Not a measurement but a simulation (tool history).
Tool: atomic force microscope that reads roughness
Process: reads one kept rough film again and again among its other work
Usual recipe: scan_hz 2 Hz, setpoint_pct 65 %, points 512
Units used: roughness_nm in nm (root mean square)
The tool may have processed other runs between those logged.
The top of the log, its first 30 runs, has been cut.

run 31 hour=822 | scan_hz=1.57 setpoint_pct=65 points=512 | roughness_nm=2.048
run 32 hour=840 | scan_hz=0.62 setpoint_pct=90 points=320 | roughness_nm=1.891
run 33 hour=872.3 | scan_hz=0.62 setpoint_pct=90 points=320 | roughness_nm=1.766
run 34 hour=904.7 | scan_hz=1.94 setpoint_pct=83 points=511 | roughness_nm=1.538
run 35 hour=927.5 | scan_hz=1.94 setpoint_pct=83 points=511 | roughness_nm=1.477
run 36 hour=960.3 | scan_hz=1.33 setpoint_pct=65 points=346 | roughness_nm=1.541
-- hour=983.3 new tip fitted
run 37 hour=996.2 | scan_hz=2.98 setpoint_pct=72 points=471 | roughness_nm=1.993
run 38 hour=1019.9 | scan_hz=2.98 setpoint_pct=72 points=471 | roughness_nm=1.899
run 39 hour=1046.3 | scan_hz=1.38 setpoint_pct=72 points=477 | roughness_nm=1.899
run 40 hour=1082.1 | scan_hz=2.18 setpoint_pct=65 points=876 | roughness_nm=1.765
run 41 hour=1112.6 | scan_hz=0.68 setpoint_pct=68 points=876 | roughness_nm=1.736
run 42 hour=1151 | scan_hz=1.72 setpoint_pct=89 points=316 | roughness_nm=1.357
run 43 hour=1184.4 | scan_hz=2 setpoint_pct=69 points=512 | roughness_nm=1.443
-- hour=1186.6 new tip fitted
run 44 hour=1222.3 | scan_hz=2 setpoint_pct=69 points=512 | roughness_nm=1.985
run 45 hour=1248.5 | scan_hz=2 setpoint_pct=69 points=512 | roughness_nm=1.901
run 46 hour=1265.3 | scan_hz=2 setpoint_pct=69 points=512 | roughness_nm=1.817
run 47 hour=1291.3 | scan_hz=2 setpoint_pct=69 points=512 | roughness_nm=1.731
run 48 hour=1328.7 | scan_hz=1.9 setpoint_pct=83 points=648 | roughness_nm=1.501
run 49 hour=1361.8 | scan_hz=3.43 setpoint_pct=58 points=512 | roughness_nm=1.529
run 50 hour=1378.1 | scan_hz=0.88 setpoint_pct=70 points=656 | roughness_nm=1.558
-- hour=1391.4 new tip fitted
run 51 hour=1416.6 | scan_hz=0.88 setpoint_pct=70 points=656 | roughness_nm=2.173
run 52 hour=1454.7 | scan_hz=0.83 setpoint_pct=64 points=512 | roughness_nm=2.012

Below are 3 alternative next runs, each starting from the tool's condition after run 52. Predict each:
run A hour=1488.7 | scan_hz=1.28 setpoint_pct=86 points=512 | roughness_nm=?
run B hour=1488.7 | scan_hz=1.63 setpoint_pct=64 points=512 | roughness_nm=?
run C hour=1488.7 | scan_hz=0.83 setpoint_pct=64 points=371 | roughness_nm=?

run=A roughness_nm=1.689
run=B roughness_nm=1.806
run=C roughness_nm=1.846
With no hidden state in the tool, these same runs would have given:
run=A roughness_nm=2.147
run=B roughness_nm=2.296
run=C roughness_nm=2.347
